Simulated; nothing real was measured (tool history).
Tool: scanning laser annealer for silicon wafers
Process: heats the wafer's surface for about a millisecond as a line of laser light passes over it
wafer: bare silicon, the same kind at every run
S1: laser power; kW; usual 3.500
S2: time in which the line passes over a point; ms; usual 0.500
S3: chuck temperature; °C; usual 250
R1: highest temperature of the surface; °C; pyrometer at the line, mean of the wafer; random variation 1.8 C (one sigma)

run	day	S1	S2	S3	R1
1	0.000	3.500	0.500	250	987
2	0.362	3.500	0.500	250	992
3	1.021	3.500	0.370	250	877
4	1.650	3.500	0.495	250	982
5	2.096	3.500	0.500	281	1017
6	2.696	3.758	0.611	229	1133

The next listed run, before its measurement:
7	3.279	3.758	0.611	229	?

{"run 7": {"R1": 1129}}
Without the tool's hidden state the same run would have given R1 1218 °C.
